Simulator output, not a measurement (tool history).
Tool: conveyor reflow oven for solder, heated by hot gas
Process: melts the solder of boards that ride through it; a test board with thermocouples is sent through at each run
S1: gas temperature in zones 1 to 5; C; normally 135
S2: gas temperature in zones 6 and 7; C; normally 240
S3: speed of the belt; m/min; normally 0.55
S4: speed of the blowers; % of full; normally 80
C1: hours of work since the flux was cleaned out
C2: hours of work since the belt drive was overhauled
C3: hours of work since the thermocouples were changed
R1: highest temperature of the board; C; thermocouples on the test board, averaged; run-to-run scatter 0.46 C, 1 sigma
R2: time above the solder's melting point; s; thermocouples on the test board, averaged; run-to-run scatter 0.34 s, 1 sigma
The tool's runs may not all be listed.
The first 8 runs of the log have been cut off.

{"run": 9, "hour": 114.9, "S1": 135, "S2": 240, "S3": 0.631, "S4": 80, "C1": 123, "C2": 372, "C3": 737, "R1": 214.4, "R2": 39.3}
{"run": 10, "hour": 124.8, "S1": 135, "S2": 240, "S3": 0.631, "S4": 80, "C1": 129, "C2": 378, "C3": 742, "R1": 214.4, "R2": 39.3}
{"run": 11, "hour": 136.0, "S1": 135, "S2": 240, "S3": 0.571, "S4": 80, "C1": 135, "C2": 384, "C3": 748, "R1": 217.9, "R2": 47.7}
{"run": 12, "hour": 150.4, "S1": 135, "S2": 240, "S3": 0.55, "S4": 80, "C1": 143, "C2": 392, "C3": 756, "R1": 219.9, "R2": 49.1}
{"run": 13, "hour": 161.3, "S1": 135, "S2": 240, "S3": 0.55, "S4": 80, "C1": 149, "C2": 398, "C3": 762, "R1": 219.7, "R2": 49.1}
{"hour": 176.8, "done": "thermocouples of zones 6 and 7 changed"}
{"run": 14, "hour": 181.4, "S1": 135, "S2": 236, "S3": 0.55, "S4": 80, "C1": 159, "C2": 408, "C3": 3, "R1": 217, "R2": 48.4}
{"run": 15, "hour": 191.6, "S1": 135, "S2": 236, "S3": 0.55, "S4": 80, "C1": 165, "C2": 414, "C3": 8, "R1": 216.8, "R2": 48.2}
{"run": 16, "hour": 205.8, "S1": 135, "S2": 236, "S3": 0.55, "S4": 61, "C1": 173, "C2": 422, "C3": 16, "R1": 212.1, "R2": 43.9}
{"run": 17, "hour": 221.9, "S1": 135, "S2": 236, "S3": 0.55, "S4": 61, "C1": 182, "C2": 431, "C3": 25, "R1": 212, "R2": 43.6}
{"run": 18, "hour": 230.7, "S1": 135, "S2": 240, "S3": 0.536, "S4": 63, "C1": 187, "C2": 436, "C3": 30, "R1": 216.9, "R2": 48.8}
{"run": 19, "hour": 249.9, "S1": 135, "S2": 240, "S3": 0.536, "S4": 63, "C1": 198, "C2": 446, "C3": 41, "R1": 217.1, "R2": 49}
{"run": 20, "hour": 260.4, "S1": 147, "S2": 234, "S3": 0.542, "S4": 76, "C1": 203, "C2": 452, "C3": 47, "R1": 217.3, "R2": 52.3}
{"run": 21, "hour": 276.1, "S1": 130, "S2": 240, "S3": 0.504, "S4": 80, "C1": 212, "C2": 461, "C3": 55, "R1": 222.1, "R2": 54.9}
{"run": 22, "hour": 287.1, "S1": 144, "S2": 246, "S3": 0.532, "S4": 77, "C1": 218, "C2": 467, "C3": 61, "R1": 226.5, "R2": 58.7}
{"run": 23, "hour": 296.9, "S1": 144, "S2": 246, "S3": 0.532, "S4": 87, "C1": 224, "C2": 472, "C3": 67, "R1": 229.2, "R2": 59.2}
{"run": 24, "hour": 313.2, "S1": 128, "S2": 240, "S3": 0.53, "S4": 80, "C1": 233, "C2": 482, "C3": 76, "R1": 219.3, "R2": 49.9}
{"run": 25, "hour": 325.9, "S1": 135, "S2": 237, "S3": 0.55, "S4": 80, "C1": 240, "C2": 489, "C3": 83, "R1": 217.1, "R2": 48.1}
{"run": 26, "hour": 334.8, "S1": 121, "S2": 240, "S3": 0.474, "S4": 70, "C1": 245, "C2": 494, "C3": 88, "R1": 220.6, "R2": 54.2}
{"run": 27, "hour": 353.8, "S1": 135, "S2": 240, "S3": 0.653, "S4": 80, "C1": 255, "C2": 504, "C3": 99, "R1": 212.1, "R2": 37.4}
{"run": 28, "hour": 362.7, "S1": 135, "S2": 240, "S3": 0.653, "S4": 80, "C1": 260, "C2": 509, "C3": 104, "R1": 211.9, "R2": 36.8}
{"run": 29, "hour": 377.8, "S1": 135, "S2": 240, "S3": 0.648, "S4": 80, "C1": 269, "C2": 518, "C3": 112, "R1": 211.8, "R2": 37.1}
{"hour": 385.6, "done": "flux residue cleaned out of gas plates and filters"}
{"run": 30, "hour": 391.4, "S1": 140, "S2": 242, "S3": 0.532, "S4": 77, "C1": 3, "C2": 522, "C3": 117, "R1": 224.7, "R2": 55.9}
{"run": 31, "hour": 401.9, "S1": 122, "S2": 240, "S3": 0.569, "S4": 68, "C1": 9, "C2": 528, "C3": 123, "R1": 214.9, "R2": 41.3}

Alternative continuations, all from the tool just after run 31; predict every row:
{"run": "A", "hour": 418.2, "S1": 128, "S2": 253, "S3": 0.577, "S4": 68, "C1": 18, "C2": 537, "C3": 132, "R1": "?", "R2": "?"}
{"run": "B", "hour": 418.2, "S1": 135, "S2": 239, "S3": 0.56, "S4": 80, "C1": 18, "C2": 537, "C3": 132, "R1": "?", "R2": "?"}
{"run": "C", "hour": 418.2, "S1": 136, "S2": 240, "S3": 0.554, "S4": 57, "C1": 18, "C2": 537, "C3": 132, "R1": "?", "R2": "?"}

run=A R1=226 R2=48.5
run=B R1=219.8 R2=49.2
run=C R1=216.1 R2=46.7
Stripped of hidden state, with their random variation kept, the same runs would have yielded:
run=A R1=226.4 R2=48
run=B R1=220.2 R2=48.7
run=C R1=216.5 R2=46.2

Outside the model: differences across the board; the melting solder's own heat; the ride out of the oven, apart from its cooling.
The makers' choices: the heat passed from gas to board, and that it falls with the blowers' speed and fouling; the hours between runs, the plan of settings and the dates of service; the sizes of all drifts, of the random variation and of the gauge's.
